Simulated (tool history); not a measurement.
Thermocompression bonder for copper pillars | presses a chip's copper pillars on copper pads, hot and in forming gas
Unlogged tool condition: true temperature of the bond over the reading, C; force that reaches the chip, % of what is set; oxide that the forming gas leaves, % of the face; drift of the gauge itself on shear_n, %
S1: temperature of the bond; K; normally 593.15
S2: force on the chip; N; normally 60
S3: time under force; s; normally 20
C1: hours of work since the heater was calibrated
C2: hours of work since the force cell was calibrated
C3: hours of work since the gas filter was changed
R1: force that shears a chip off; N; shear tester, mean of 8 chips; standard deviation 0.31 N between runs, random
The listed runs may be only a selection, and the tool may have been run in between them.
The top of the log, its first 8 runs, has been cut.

run 9 hour=223.9 | S1=593.15 S2=60 S3=23 | C1=378 C2=341 C3=106 | R1=57.5
run 10 hour=250.8 | S1=593.15 S2=60 S3=23 | C1=397 C2=360 C3=125 | R1=56.9
run 11 hour=271.9 | S1=593.15 S2=60 S3=23 | C1=413 C2=376 C3=140 | R1=57.6
run 12 hour=308.3 | S1=593.15 S2=45 S3=20 | C1=439 C2=402 C3=167 | R1=42.8
run 13 hour=331.3 | S1=593.15 S2=45 S3=20 | C1=455 C2=419 C3=183 | R1=42.6
run 14 hour=351.2 | S1=593.15 S2=45 S3=20 | C1=470 C2=433 C3=198 | R1=43.2
run 15 hour=380.1 | S1=593.15 S2=45 S3=20 | C1=491 C2=454 C3=219 | R1=43.1
run 16 hour=412.6 | S1=622.15 S2=60 S3=20 | C1=514 C2=477 C3=242 | R1=75.5
run 17 hour=450.6 | S1=622.15 S2=60 S3=20 | C1=542 C2=505 C3=270 | R1=75.4
run 18 hour=487.3 | S1=602.15 S2=47 S3=20 | C1=568 C2=531 C3=296 | R1=50.4
run 19 hour=511.4 | S1=604.15 S2=54 S3=46 | C1=586 C2=549 C3=313 | R1=76.5
run 20 hour=528.3 | S1=581.15 S2=40 S3=43 | C1=598 C2=561 C3=326 | R1=45.0
run 21 hour=548.5 | S1=565.15 S2=40 S3=16 | C1=612 C2=576 C3=340 | R1=23.0
run 22 hour=571.0 | S1=583.15 S2=37 S3=55 | C1=629 C2=592 C3=357 | R1=48.9
run 23 hour=606.8 | S1=593.15 S2=60 S3=10 | C1=655 C2=618 C3=382 | R1=40.8
run 24 hour=624.5 | S1=593.15 S2=60 S3=10 | C1=667 C2=630 C3=395 | R1=41.0
run 25 hour=645.3 | S1=593.15 S2=60 S3=44 | C1=682 C2=645 C3=410 | R1=72.6
run 26 hour=675.0 | S1=593.15 S2=60 S3=44 | C1=704 C2=667 C3=432 | R1=72.4
-- hour=682.3 heater calibrated with a thermocouple chip
run 27 hour=711.7 | S1=593.15 S2=60 S3=44 | C1=21 C2=692 C3=457 | R1=65.1
run 28 hour=746.2 | S1=576.15 S2=60 S3=32 | C1=46 C2=717 C3=482 | R1=46.8
-- hour=772.5 forming gas filter changed
run 29 hour=780.7 | S1=620.15 S2=60 S3=41 | C1=71 C2=742 C3=6 | R1=92.2
run 30 hour=804.2 | S1=620.15 S2=60 S3=41 | C1=88 C2=759 C3=23 | R1=92.0
-- hour=821.5 force cell calibrated
run 31 hour=834.7 | S1=620.15 S2=60 S3=41 | C1=109 C2=10 C3=44 | R1=90.4

What if the next run were any one of these 5? Each begins from the tool's condition after run 31:
run A hour=857.0 | S1=592.15 S2=76 S3=41 | C1=125 C2=26 C3=60 | R1=?
run B hour=857.0 | S1=620.15 S2=60 S3=21 | C1=125 C2=26 C3=60 | R1=?
run C hour=857.0 | S1=569.15 S2=67 S3=20 | C1=125 C2=26 C3=60 | R1=?
run D hour=857.0 | S1=586.15 S2=60 S3=59 | C1=125 C2=26 C3=60 | R1=?
run E hour=857.0 | S1=572.15 S2=60 S3=41 | C1=125 C2=26 C3=60 | R1=?

run=A R1=78.4
run=B R1=73.0
run=C R1=40.2
run=D R1=71.1
run=E R1=51.3
With no hidden state in the tool, these same runs would have given:
run=A R1=78.4
run=B R1=73.0
run=C R1=40.0
run=D R1=71.0
run=E R1=51.1
